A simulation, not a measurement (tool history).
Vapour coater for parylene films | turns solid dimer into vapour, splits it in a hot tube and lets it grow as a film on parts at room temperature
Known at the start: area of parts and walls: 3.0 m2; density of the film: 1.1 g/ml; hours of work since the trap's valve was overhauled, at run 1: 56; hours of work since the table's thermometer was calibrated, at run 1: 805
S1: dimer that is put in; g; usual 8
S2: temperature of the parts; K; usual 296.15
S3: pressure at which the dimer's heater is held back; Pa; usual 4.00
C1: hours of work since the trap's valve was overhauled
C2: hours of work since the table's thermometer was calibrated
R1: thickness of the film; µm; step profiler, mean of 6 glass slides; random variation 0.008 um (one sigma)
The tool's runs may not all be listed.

run   hour  S1      S2    S3   C1    C2     R1
  1    0.0   8  296.15  4.00   56   805  1.343
  2   26.4   8  296.15  4.00   78   826  1.319
  3   42.8   8  296.15  4.00   91   840  1.310
  4   70.4   8  296.15  4.00  113   862  1.298
  5   96.1   8  296.15  4.00  134   883  1.309
  6  118.3   8  291.15  4.00  152   901  1.534
  7  155.9   8  291.15  4.00  182   931  1.525
  8  193.1   8  291.15  4.00  213   961  1.546
  9  210.2   8  296.15  4.00  226   975  1.281
 10  234.2   8  296.15  4.00  246   994  1.271
 11  269.3  11  296.15  4.00  274  1023  1.750
 12  302.7   4  296.15  4.00  301  1050  0.644
 13  339.8   4  296.15  4.00  331  1080  0.618
 14  375.9   6  296.15  4.00  360  1109  0.934
 15  414.4   8  296.15  4.00  392  1140  1.227
 16  443.8   8  296.15  4.00  415  1164  1.232
     458.3  -- trap's valve overhauled
 17  481.8   8  296.15  4.00   19  1191  1.348
 18  520.4  11  296.15  4.00   50  1223  1.841
 19  554.4  11  296.15  4.00   78  1250  1.830
 20  583.3   8  291.15  4.00  101  1273  1.586
 21  601.8   8  296.15  7.96  116  1288  1.221
 22  627.2   8  296.15  7.96  137  1309  1.212
 23  665.7   8  296.15  7.96  168  1340  1.218
 24  690.3   8  296.15  7.96  188  1360  1.213

Run 25 comes next. What will it give?
 25  708.3   3  294.15  6.02  202  1374   ?

{"run 25": {"R1": 0.507}}
Without the tool's hidden state the same run would have given R1 0.523 µm.
